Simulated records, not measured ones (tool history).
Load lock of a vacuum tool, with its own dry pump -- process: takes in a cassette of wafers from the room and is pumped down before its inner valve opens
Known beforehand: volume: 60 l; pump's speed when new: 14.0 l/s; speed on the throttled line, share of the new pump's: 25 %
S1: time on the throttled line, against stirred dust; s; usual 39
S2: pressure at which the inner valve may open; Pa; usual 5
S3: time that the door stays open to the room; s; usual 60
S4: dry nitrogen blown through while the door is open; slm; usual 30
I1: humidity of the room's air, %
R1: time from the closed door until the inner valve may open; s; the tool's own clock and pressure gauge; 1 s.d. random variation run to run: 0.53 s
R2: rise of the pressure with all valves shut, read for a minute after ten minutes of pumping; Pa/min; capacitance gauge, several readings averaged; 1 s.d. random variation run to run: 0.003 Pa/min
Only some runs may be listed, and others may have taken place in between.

Run 1, day 0.000: usual settings; I1 42.5. Result: R1 75.2 s, R2 0.058 Pa/min.
Run 2, day 9.600: usual settings; I1 47.0. Result: R1 76.5 s, R2 0.064 Pa/min.
Run 3, day 21.254: usual settings; I1 44.5. Result: R1 76.8 s, R2 0.066 Pa/min.
Run 4, day 34.017: usual settings; I1 44.9. Result: R1 76.6 s, R2 0.081 Pa/min.
Run 5, day 44.871: usual settings; I1 44.8. Result: R1 75.7 s, R2 0.086 Pa/min.
Run 6, day 54.896: usual settings; I1 44.0. Result: R1 77.4 s, R2 0.090 Pa/min.
Run 7, day 65.825: usual settings; I1 48.1. Result: R1 76.3 s, R2 0.100 Pa/min.
Run 8, day 82.071: usual settings but S3 29 s; I1 44.0. Result: R1 76.7 s, R2 0.113 Pa/min.
Run 9, day 93.792: usual settings but S3 29 s; I1 43.0. Result: R1 77.0 s, R2 0.113 Pa/min.
Run 10, day 109.712: usual settings but S3 29 s; I1 45.2. Result: R1 76.5 s, R2 0.136 Pa/min.
Run 11, day 119.738: usual settings but S3 29 s; I1 48.4. Result: R1 77.5 s, R2 0.149 Pa/min.
Run 12, day 133.879: usual settings but S3 29 s; I1 43.9. Result: R1 77.1 s, R2 0.157 Pa/min.
Run 13, day 147.671: usual settings but S3 29 s; I1 45.4. Result: R1 77.1 s, R2 0.165 Pa/min.
Run 14, day 161.504: usual settings but S1 38 s; I1 46.9. Result: R1 77.4 s, R2 0.189 Pa/min.
Run 15, day 170.650: usual settings but S1 38 s; I1 45.9. Result: R1 77.2 s, R2 0.195 Pa/min.
Run 16, day 178.246: usual settings but S1 38 s, S3 119 s; I1 42.6. Result: R1 76.7 s, R2 0.209 Pa/min.
Run 17, day 186.083: usual settings; I1 45.6. Result: R1 78.2 s, R2 0.207 Pa/min.
Run 18, day 200.321: usual settings but S2 6 Pa; I1 44.1. Result: R1 78.2 s, R2 0.233 Pa/min.
Run 19, day 209.675: usual settings but S2 6 Pa; I1 43.8. Result: R1 77.1 s, R2 0.237 Pa/min.
Run 20, day 223.471: usual settings but S1 28 s, S4 13 slm; I1 44.4. Result: R1 71.2 s, R2 0.271 Pa/min.
Run 21, day 239.179: usual settings but S1 28 s, S4 13 slm; I1 48.1. Result: R1 71.1 s, R2 0.290 Pa/min.
Run 22, day 249.788: usual settings but S1 26 s; I1 42.9. Result: R1 69.5 s, R2 0.290 Pa/min.
Run 23, day 257.521: usual settings but S4 23 slm; I1 45.3. Result: R1 78.7 s, R2 0.297 Pa/min.
Run 24, day 270.833: usual settings but S4 5 slm; I1 44.9. Result: R1 79.7 s, R2 0.335 Pa/min.
Run 25, day 286.925: usual settings but S3 53 s, S4 14 slm; I1 45.2. Result: R1 80.4 s, R2 0.343 Pa/min.
Run 26, day 296.038: usual settings but S3 203 s, S4 18 slm; I1 40.8. Result: R1 78.6 s, R2 0.366 Pa/min.
Run 27, day 308.883: usual settings but S1 68 s, S2 8 Pa, S3 220 s, S4 32 slm; I1 44.2. Result: R1 96.6 s, R2 0.377 Pa/min.
Run 28, day 323.412: usual settings but S1 37 s, S2 8 Pa, S3 35 s, S4 10 slm; I1 44.8. Result: R1 76.8 s, R2 0.407 Pa/min.
Run 29, day 334.071: usual settings but S1 37 s, S2 8 Pa, S3 35 s, S4 10 slm; I1 44.3. Result: R1 75.6 s, R2 0.407 Pa/min.
Run 30, day 345.300: usual settings but S1 44 s, S2 4 Pa, S3 52 s, S4 29 slm; I1 42.3. Result: R1 84.6 s, R2 0.419 Pa/min.
Run 31, day 362.288: usual settings but S1 44 s, S2 4 Pa, S3 52 s, S4 29 slm; I1 44.1. Result: R1 85.7 s, R2 0.435 Pa/min.
Run 32, day 375.179: usual settings but S2 10 Pa, S3 110 s, S4 38 slm; I1 46.3. Result: R1 76.8 s, R2 0.476 Pa/min.
Run 33, day 390.921: usual settings but S1 32 s, S2 8 Pa, S3 80 s, S4 28 slm; I1 48.4. Result: R1 73.9 s, R2 0.495 Pa/min.
Run 34, day 406.633: usual settings but S1 40 s, S2 8 Pa, S3 72 s, S4 37 slm; I1 47.5. Result: R1 79.8 s, R2 0.518 Pa/min.
Run 35, day 417.192: usual settings but S1 29 s, S2 9 Pa, S3 42 s; I1 43.0. Result: R1 72.1 s, R2 0.539 Pa/min.
Run 36, day 427.504: usual settings but S1 25 s, S2 8 Pa; I1 44.8. Result: R1 68.9 s, R2 0.557 Pa/min.
Run 37, day 438.529: usual settings but S2 7 Pa, S3 177 s; I1 40.6. Result: R1 80.2 s, R2 0.574 Pa/min.
At day 439.904: dry pump taken out, an overhauled one fitted.
At day 452.692: door's seal changed, seat wiped.
Run 38, day 453.696: usual settings but S1 50 s, S2 7 Pa, S3 177 s, S4 16 slm; I1 46.2. Result: R1 78.8 s, R2 0.030 Pa/min.

How would selected steps in R1 from run to run divide? Give the signed amount a tool lacking its hidden state would still show from settings, what came in and random variation, and the signed amount left for the hidden state, including any gauge scatter that is not in both of the compared results.
The tool's hidden condition here consists of: pump's speed, % of a new pump's; leak at the door's seal, Pa l/s; drift of the gauge itself on ready_s, %; drift of the gauge itself on rise_pa_min, %.
Run 26 -> 27: S1 39 -> 68, S2 5 -> 8, S3 203 -> 220, S4 18 -> 32. R1 +18.0 s: hidden state -1.7, all else +19.7.
Run 27 -> 28: S1 68 -> 37, S3 220 -> 35, S4 32 -> 10. R1 -19.8 s: hidden state +1.9, all else -21.7.
Run 36 -> 37: S1 25 -> 39, S2 8 -> 7, S3 60 -> 177. R1 +11.3 s: hidden state -0.6, all else +11.9.
Run 37 -> 38: S1 39 -> 50, S4 30 -> 16, dry pump taken out, an overhauled one fitted, door's seal changed, seat wiped. R1 -1.4 s: hidden state -9.1, all else +7.7.
